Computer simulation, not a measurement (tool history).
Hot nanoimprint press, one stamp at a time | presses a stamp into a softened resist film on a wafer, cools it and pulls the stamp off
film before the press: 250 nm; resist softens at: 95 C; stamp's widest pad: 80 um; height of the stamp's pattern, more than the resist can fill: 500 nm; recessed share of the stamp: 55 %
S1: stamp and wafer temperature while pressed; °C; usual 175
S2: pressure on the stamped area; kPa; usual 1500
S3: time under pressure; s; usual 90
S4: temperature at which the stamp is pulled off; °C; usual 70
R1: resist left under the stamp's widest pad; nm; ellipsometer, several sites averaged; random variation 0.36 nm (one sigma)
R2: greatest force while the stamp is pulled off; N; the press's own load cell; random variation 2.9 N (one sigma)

run     day   S1    S2   S3  S4     R1   R2
  1   0.000  175  1500   90  70  138.0  152
  2   0.958  175  1500   90  70  137.5  151
  3   1.958  175  1680   90  70  130.7  162
  4   2.671  175  2040   90  70  120.4  166
  5   3.254  175  2040   90  70  119.7  169
  6   4.438  175  2040   90  70  120.0  172
      4.779  -- stamp cleaned and given a new release coat
  7   5.517  175  1500  103  70  129.9  140
  8   6.679  175  1500  103  70  129.2  145
  9   7.300  175  1500   90  70  134.2  152
 10   7.875  175  1500   90  70  134.7  146
 11   8.758  175   950   90  70  159.3  158
 12   9.462  169  1500   90  70  166.5  159
 13  10.496  175  1500  165  73  106.9  158
 14  11.233  175   990   66  73  169.4  165
     11.575  -- stamp cleaned and given a new release coat
     12.033  -- plate thermocouple calibrated
 15  12.388  175   990   66  73  167.9  124
 16  13.558  168   990   57  73  206.9  130
 17  14.433  168   990   57  73  205.5  133
 18  15.304  175  2150   90  70  112.5  154
 19  15.896  175  2150   90  70  111.6  162
 20  17.025  166  2150  168  70  132.1  166
 21  17.654  166  2150  168  70  131.3  168
     18.508  -- stamp cleaned and given a new release coat
     18.688  -- plate thermocouple calibrated, once more
 22  18.912  175  1860   90  59  128.5  184
 23  19.767  175  1860   90  59  127.8  186
 24  20.338  175  1860   90  59  127.5  190

5 ways to go on from here, each from the tool as it stands after run 24. What would each give?
  A  21.242  175  1500  90  67   ?   ?
  B  21.242  175  1380  47  73   ?   ?
  C  21.242  170  1430  90  70   ?   ?
  D  21.242  173  1860  90  64   ?   ?
  E  21.242  183  1860  90  57   ?   ?

run     R1   R2
  A  138.3  160
  B  172.4  138
  C  168.3  152
  D  137.5  177
  E   90.5  212
Without the tool's hidden state the same runs would have given:
run     R1   R2
  A  138.5  142
  B  172.7  123
  C  168.7  135
  D  137.3  157
  E   90.2  188
